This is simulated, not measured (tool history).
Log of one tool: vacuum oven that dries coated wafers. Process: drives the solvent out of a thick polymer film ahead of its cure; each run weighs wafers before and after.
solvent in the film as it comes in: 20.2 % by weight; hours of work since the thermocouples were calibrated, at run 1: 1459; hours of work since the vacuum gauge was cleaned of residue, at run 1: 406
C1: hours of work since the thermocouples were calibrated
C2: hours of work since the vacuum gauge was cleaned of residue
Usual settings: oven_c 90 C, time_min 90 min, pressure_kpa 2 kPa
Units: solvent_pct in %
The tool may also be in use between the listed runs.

{"run": 1, "hour": 0.0, "oven_c": 90, "time_min": 90, "pressure_kpa": 2, "C1": 1459, "C2": 406, "solvent_pct": 2.13}
{"run": 2, "hour": 82.8, "oven_c": 90, "time_min": 90, "pressure_kpa": 2, "C1": 1518, "C2": 466, "solvent_pct": 2.15}
{"run": 3, "hour": 140.5, "oven_c": 90, "time_min": 46, "pressure_kpa": 2, "C1": 1560, "C2": 507, "solvent_pct": 4.8}
{"run": 4, "hour": 205.8, "oven_c": 75, "time_min": 90, "pressure_kpa": 2, "C1": 1607, "C2": 554, "solvent_pct": 5.32}
{"run": 5, "hour": 270.3, "oven_c": 75, "time_min": 90, "pressure_kpa": 2, "C1": 1653, "C2": 601, "solvent_pct": 5.34}
{"run": 6, "hour": 332.2, "oven_c": 90, "time_min": 90, "pressure_kpa": 2, "C1": 1698, "C2": 646, "solvent_pct": 2.04}
{"hour": 387.6, "done": "oven's thermocouples calibrated"}
{"run": 7, "hour": 410.0, "oven_c": 90, "time_min": 90, "pressure_kpa": 2, "C1": 16, "C2": 700, "solvent_pct": 2.6}
{"run": 8, "hour": 457.3, "oven_c": 90, "time_min": 90, "pressure_kpa": 2, "C1": 50, "C2": 734, "solvent_pct": 2.54}
{"hour": 465.8, "done": "vacuum gauge cleaned of residue and calibrated"}
{"run": 9, "hour": 528.2, "oven_c": 83, "time_min": 114, "pressure_kpa": 2, "C1": 100, "C2": 45, "solvent_pct": 3.2}
{"run": 10, "hour": 592.2, "oven_c": 77, "time_min": 87, "pressure_kpa": 2.39, "C1": 146, "C2": 91, "solvent_pct": 6.24}
{"run": 11, "hour": 658.4, "oven_c": 95, "time_min": 98, "pressure_kpa": 5.41, "C1": 194, "C2": 139, "solvent_pct": 3.51}
{"run": 12, "hour": 738.7, "oven_c": 83, "time_min": 91, "pressure_kpa": 2.95, "C1": 252, "C2": 197, "solvent_pct": 4.66}
{"run": 13, "hour": 806.7, "oven_c": 83, "time_min": 91, "pressure_kpa": 2.95, "C1": 301, "C2": 246, "solvent_pct": 4.79}

Forecast each of these 5 alternatives for the next run:
{"run": "A", "hour": 897.8, "oven_c": 87, "time_min": 145, "pressure_kpa": 2.89, "C1": 366, "C2": 311, "solvent_pct": "?"}
{"run": "B", "hour": 897.8, "oven_c": 98, "time_min": 161, "pressure_kpa": 2.95, "C1": 366, "C2": 311, "solvent_pct": "?"}
{"run": "C", "hour": 897.8, "oven_c": 99, "time_min": 65, "pressure_kpa": 2.53, "C1": 366, "C2": 311, "solvent_pct": "?"}
{"run": "D", "hour": 897.8, "oven_c": 83, "time_min": 75, "pressure_kpa": 7.33, "C1": 366, "C2": 311, "solvent_pct": "?"}
{"run": "E", "hour": 897.8, "oven_c": 96, "time_min": 90, "pressure_kpa": 2, "C1": 366, "C2": 311, "solvent_pct": "?"}

run=A solvent_pct=2.63
run=B solvent_pct=1.64
run=C solvent_pct=2.31
run=D solvent_pct=8.43
run=E solvent_pct=1.8
Without the tool's hidden state the same runs would have given:
run=A solvent_pct=2.36
run=B solvent_pct=1.44
run=C solvent_pct=2.17
run=D solvent_pct=8.26
run=E solvent_pct=1.62

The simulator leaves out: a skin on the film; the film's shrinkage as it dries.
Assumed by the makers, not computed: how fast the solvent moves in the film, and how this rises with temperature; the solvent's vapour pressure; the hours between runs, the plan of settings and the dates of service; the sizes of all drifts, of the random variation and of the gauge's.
